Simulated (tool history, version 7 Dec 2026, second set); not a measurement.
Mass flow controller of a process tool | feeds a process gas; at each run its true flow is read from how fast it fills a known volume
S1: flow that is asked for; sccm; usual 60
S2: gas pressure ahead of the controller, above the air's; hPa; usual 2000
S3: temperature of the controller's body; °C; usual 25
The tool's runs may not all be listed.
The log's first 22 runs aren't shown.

Run 23, hour 1675.3: usual settings but S2 1580 hPa. Result: true flow (%) 97.88.
Run 24, hour 1771.3: usual settings but S2 1580 hPa. Result: true flow (%) 97.84.
Run 25, hour 1850.1: usual settings but S2 1580 hPa. Result: true flow (%) 97.86.
Run 26, hour 1912.1: usual settings but S2 1580 hPa. Result: true flow (%) 97.88.
Run 27, hour 2013.3: usual settings but S1 94 sccm, S2 1630 hPa, S3 36 °C. Result: true flow (%) 99.3.
Run 28, hour 2117.4: usual settings but S2 1640 hPa. Result: true flow (%) 97.9.
Run 29, hour 2185.3: usual settings but S1 26 sccm, S2 1590 hPa, S3 27 °C. Result: true flow (%) 98.74.
Run 30, hour 2273.6: usual settings but S3 28 °C. Result: true flow (%) 98.25.
Run 31, hour 2323.9: usual settings but S3 28 °C. Result: true flow (%) 98.29.
Run 32, hour 2406.2: usual settings but S3 28 °C. Result: true flow (%) 98.27.
Run 33, hour 2497.4: usual settings but S2 1610 hPa, S3 26 °C. Result: true flow (%) 97.77.
Run 34, hour 2595.8: usual settings but S1 47 sccm, S2 2630 hPa, S3 26 °C. Result: true flow (%) 98.15.
Run 35, hour 2683.8: usual settings but S1 45 sccm. Result: true flow (%) 97.84.
Run 36, hour 2789.1: usual settings but S1 45 sccm. Result: true flow (%) 97.96.
Run 37, hour 2894.6: usual settings but S1 150 sccm, S2 1930 hPa. Result: true flow (%) 98.24.
Run 38, hour 2998.5: usual settings but S1 150 sccm, S2 1930 hPa. Result: true flow (%) 98.24.

The next listed run, before its measurement:
Run 39, hour 3050.4: usual settings but S1 150 sccm, S2 1930 hPa. Result: true flow (%) ?.

{"run 39": {"true flow (%)": 98.26}}
Without the tool's hidden state the same run would have given true flow (%) 99.32.
